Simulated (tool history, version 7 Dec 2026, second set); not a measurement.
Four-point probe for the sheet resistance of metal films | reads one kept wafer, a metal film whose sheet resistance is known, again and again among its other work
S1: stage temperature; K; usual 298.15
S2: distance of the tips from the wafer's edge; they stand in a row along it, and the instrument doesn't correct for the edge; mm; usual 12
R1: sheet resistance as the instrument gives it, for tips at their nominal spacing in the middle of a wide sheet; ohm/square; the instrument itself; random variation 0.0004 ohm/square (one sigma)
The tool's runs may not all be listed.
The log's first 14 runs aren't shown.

run	hour	S1	S2	R1
15	947.8	298.15	12	1.990801
16	1038.1	298.15	12	1.99144
17	1081	298.15	12	1.99157
# hour 1130.3: stage's thermometer calibrated
18	1161.6	298.15	12	1.991815
19	1252.2	298.15	12	1.99152
20	1293.1	298.15	12	1.991565
21	1385.4	298.15	12	1.991012
22	1461.3	298.15	12	1.990681
23	1552.9	296.15	8	1.998012
24	1624.4	296.15	8	1.997681
25	1711.1	302.15	5	1.999743
26	1779.6	302.15	5	1.998463
27	1866.4	293.15	21	1.997031
28	1905.3	303.15	23	1.981273
29	1995.2	304.15	38	1.97928

Forecast run 30:
30	2086.6	304.15	38	?

{"run 30": {"R1": 1.978898}}
Without the tool's hidden state the same run would have given R1 1.978895 ohm/square.
